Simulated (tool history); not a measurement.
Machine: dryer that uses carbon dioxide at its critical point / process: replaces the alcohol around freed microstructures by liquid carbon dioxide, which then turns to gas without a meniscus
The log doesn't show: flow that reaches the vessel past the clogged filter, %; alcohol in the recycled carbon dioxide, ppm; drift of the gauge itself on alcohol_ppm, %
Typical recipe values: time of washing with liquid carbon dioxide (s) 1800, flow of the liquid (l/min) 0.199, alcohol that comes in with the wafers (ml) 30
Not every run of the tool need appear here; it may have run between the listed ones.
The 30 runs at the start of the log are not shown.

run   hour  time of washing with liquid carbon dioxide (s)  flow of the liquid (l/min)  alcohol that comes in with the wafers (ml)  hours of work since the filter was changed  hours of work since the purifier's bed was changed  alcohol left in the vessel before it's heated (ppm by volume)
 31  621.4                                            1200                       0.199                                          51                                         190                                                 765                                                           2307
 32  638.6                                            1200                       0.199                                          51                                         203                                                 778                                                           2262
 33  657.8                                            1800                       0.231                                          67                                         218                                                 793                                                            527
 34  686.6                                            1560                       0.181                                          26                                         240                                                 815                                                            883
 35  710.2                                            1920                       0.263                                          56                                         258                                                 833                                                            355
       740  -- purifier's bed changed
 36  742.4                                            1680                        0.25                                          22                                         280                                                   2                                                             82
 37  768.4                                            2100                       0.313                                          83                                         300                                                  22                                                             27
 38  788.8                                            2100                       0.313                                          83                                         315                                                  37                                                             42
 39  803.9                                            2100                       0.313                                          83                                         327                                                  49                                                             31
 40  828.7                                            1680                       0.199                                         109                                         346                                                  68                                                           1360

Below are 3 alternative next runs, each starting from the tool's condition after run 40. Predict each:
  A  851.6                                            1380                       0.199                                          27                                         363                                                  85                                                              ?
  B  851.6                                            1920                       0.199                                          67                                         363                                                  85                                                              ?
  C  851.6                                            1140                       0.243                                          61                                         363                                                  85                                                              ?

run  alcohol left in the vessel before it's heated (ppm by volume)
  A                                                            777
  B                                                            484
  C                                                           1594
Had the tool no hidden state, the same runs would have come out as:
run  alcohol left in the vessel before it's heated (ppm by volume)
  A                                                            558
  B                                                            302
  C                                                           1162
